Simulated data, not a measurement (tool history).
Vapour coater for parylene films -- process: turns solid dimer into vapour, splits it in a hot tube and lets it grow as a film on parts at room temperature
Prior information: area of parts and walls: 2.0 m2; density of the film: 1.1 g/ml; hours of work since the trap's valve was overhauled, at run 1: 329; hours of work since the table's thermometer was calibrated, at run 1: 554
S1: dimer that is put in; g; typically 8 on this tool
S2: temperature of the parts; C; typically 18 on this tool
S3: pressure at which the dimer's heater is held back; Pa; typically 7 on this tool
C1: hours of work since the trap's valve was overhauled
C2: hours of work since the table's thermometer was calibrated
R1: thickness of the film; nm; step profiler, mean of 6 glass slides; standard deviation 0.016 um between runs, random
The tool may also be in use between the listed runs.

{"run": 1, "hour": 0.0, "S1": 8, "S2": 18, "S3": 7, "C1": 329, "C2": 554, "R1": 1500}
{"run": 2, "hour": 35.8, "S1": 8, "S2": 18, "S3": 7, "C1": 348, "C2": 572, "R1": 1480}
{"hour": 51.2, "done": "trap's valve overhauled"}
{"run": 3, "hour": 67.1, "S1": 8, "S2": 18, "S3": 3.38, "C1": 8, "C2": 587, "R1": 1730}
{"run": 4, "hour": 89.0, "S1": 8, "S2": 24, "S3": 7, "C1": 20, "C2": 599, "R1": 1210}
{"run": 5, "hour": 126.1, "S1": 8, "S2": 24, "S3": 7, "C1": 40, "C2": 618, "R1": 1230}
{"run": 6, "hour": 146.9, "S1": 7, "S2": 18, "S3": 7, "C1": 51, "C2": 629, "R1": 1280}
{"hour": 182.4, "done": "trap's valve overhauled, once more"}
{"run": 7, "hour": 188.5, "S1": 7, "S2": 18, "S3": 5.61, "C1": 3, "C2": 649, "R1": 1440}
{"run": 8, "hour": 209.5, "S1": 8, "S2": 18, "S3": 6.89, "C1": 14, "C2": 660, "R1": 1580}
{"run": 9, "hour": 243.3, "S1": 8, "S2": 22, "S3": 6.89, "C1": 32, "C2": 678, "R1": 1410}
{"run": 10, "hour": 271.0, "S1": 8, "S2": 18, "S3": 7, "C1": 47, "C2": 693, "R1": 1590}
{"run": 11, "hour": 291.6, "S1": 8, "S2": 18, "S3": 7, "C1": 58, "C2": 704, "R1": 1580}
{"run": 12, "hour": 318.6, "S1": 8, "S2": 18, "S3": 7, "C1": 72, "C2": 718, "R1": 1560}
{"run": 13, "hour": 352.0, "S1": 8, "S2": 18, "S3": 7, "C1": 90, "C2": 736, "R1": 1560}
{"run": 14, "hour": 375.1, "S1": 7, "S2": 18, "S3": 7, "C1": 102, "C2": 748, "R1": 1390}
{"run": 15, "hour": 390.8, "S1": 8, "S2": 18, "S3": 7, "C1": 111, "C2": 756, "R1": 1580}
{"run": 16, "hour": 415.9, "S1": 8, "S2": 18, "S3": 7, "C1": 124, "C2": 770, "R1": 1540}
{"run": 17, "hour": 434.3, "S1": 8, "S2": 18, "S3": 7, "C1": 134, "C2": 780, "R1": 1570}
{"run": 18, "hour": 460.4, "S1": 5, "S2": 18, "S3": 7, "C1": 147, "C2": 793, "R1": 970}
{"run": 19, "hour": 477.4, "S1": 5, "S2": 18, "S3": 7, "C1": 156, "C2": 802, "R1": 970}
{"run": 20, "hour": 499.0, "S1": 5, "S2": 18, "S3": 7, "C1": 168, "C2": 814, "R1": 950}
{"run": 21, "hour": 522.6, "S1": 8, "S2": 18, "S3": 3.43, "C1": 180, "C2": 826, "R1": 1780}
{"run": 22, "hour": 556.2, "S1": 8, "S2": 18, "S3": 3.43, "C1": 198, "C2": 844, "R1": 1730}
{"run": 23, "hour": 591.4, "S1": 8, "S2": 18, "S3": 3.43, "C1": 217, "C2": 863, "R1": 1780}
{"run": 24, "hour": 609.8, "S1": 8, "S2": 10, "S3": 8.19, "C1": 227, "C2": 873, "R1": 1900}
{"run": 25, "hour": 627.9, "S1": 8, "S2": 18, "S3": 3.91, "C1": 236, "C2": 882, "R1": 1730}
{"run": 26, "hour": 649.7, "S1": 8, "S2": 19, "S3": 5.27, "C1": 248, "C2": 894, "R1": 1570}
{"run": 27, "hour": 666.4, "S1": 8, "S2": 19, "S3": 5.27, "C1": 257, "C2": 903, "R1": 1580}
{"run": 28, "hour": 687.5, "S1": 8, "S2": 16, "S3": 3.29, "C1": 268, "C2": 914, "R1": 1860}
{"run": 29, "hour": 704.8, "S1": 9, "S2": 27, "S3": 3.29, "C1": 277, "C2": 923, "R1": 1530}
{"run": 30, "hour": 738.1, "S1": 9, "S2": 27, "S3": 3.29, "C1": 295, "C2": 941, "R1": 1500}
{"run": 31, "hour": 773.4, "S1": 9, "S2": 26, "S3": 4.32, "C1": 313, "C2": 959, "R1": 1480}
{"run": 32, "hour": 809.7, "S1": 9, "S2": 26, "S3": 4.32, "C1": 333, "C2": 979, "R1": 1460}
{"run": 33, "hour": 832.0, "S1": 9, "S2": 26, "S3": 4.32, "C1": 344, "C2": 990, "R1": 1450}
{"hour": 853.9, "done": "trap's valve overhauled"}
{"run": 34, "hour": 868.3, "S1": 11, "S2": 16, "S3": 2.27, "C1": 8, "C2": 1008, "R1": 2930}
{"run": 35, "hour": 888.2, "S1": 11, "S2": 16, "S3": 2.27, "C1": 18, "C2": 1018, "R1": 2900}
{"run": 36, "hour": 922.4, "S1": 8, "S2": 25, "S3": 7, "C1": 36, "C2": 1036, "R1": 1310}
{"run": 37, "hour": 959.3, "S1": 8, "S2": 20, "S3": 7, "C1": 56, "C2": 1056, "R1": 1490}
{"run": 38, "hour": 994.1, "S1": 3, "S2": 14, "S3": 11.98, "C1": 74, "C2": 1074, "R1": 600}
{"run": 39, "hour": 1023.9, "S1": 8, "S2": 29, "S3": 3.66, "C1": 90, "C2": 1090, "R1": 1280}
{"run": 40, "hour": 1056.2, "S1": 8, "S2": 29, "S3": 3.66, "C1": 107, "C2": 1107, "R1": 1290}
{"run": 41, "hour": 1089.5, "S1": 8, "S2": 29, "S3": 7.16, "C1": 125, "C2": 1125, "R1": 1140}
{"run": 42, "hour": 1113.9, "S1": 5, "S2": 29, "S3": 7.16, "C1": 138, "C2": 1138, "R1": 690}
{"run": 43, "hour": 1150.8, "S1": 5, "S2": 29, "S3": 7.16, "C1": 157, "C2": 1157, "R1": 690}
{"run": 44, "hour": 1187.1, "S1": 7, "S2": 12, "S3": 7, "C1": 177, "C2": 1177, "R1": 1630}

Forecast each of these 5 alternatives for the next run:
{"run": "A", "hour": 1209.1, "S1": 8, "S2": 12, "S3": 3.39, "C1": 188, "C2": 1188, "R1": "?"}
{"run": "B", "hour": 1209.1, "S1": 11, "S2": 16, "S3": 2.78, "C1": 188, "C2": 1188, "R1": "?"}
{"run": "C", "hour": 1209.1, "S1": 10, "S2": 10, "S3": 6.13, "C1": 188, "C2": 1188, "R1": "?"}
{"run": "D", "hour": 1209.1, "S1": 10, "S2": 12, "S3": 7, "C1": 188, "C2": 1188, "R1": "?"}
{"run": "E", "hour": 1209.1, "S1": 9, "S2": 29, "S3": 7, "C1": 188, "C2": 1188, "R1": "?"}

run=A R1=2120
run=B R1=2700
run=C R1=2540
run=D R1=2340
run=E R1=1260
Without the tool's unlogged condition, the same runs would have read:
run=A R1=2190
run=B R1=2780
run=C R1=2610
run=D R1=2410
run=E R1=1300

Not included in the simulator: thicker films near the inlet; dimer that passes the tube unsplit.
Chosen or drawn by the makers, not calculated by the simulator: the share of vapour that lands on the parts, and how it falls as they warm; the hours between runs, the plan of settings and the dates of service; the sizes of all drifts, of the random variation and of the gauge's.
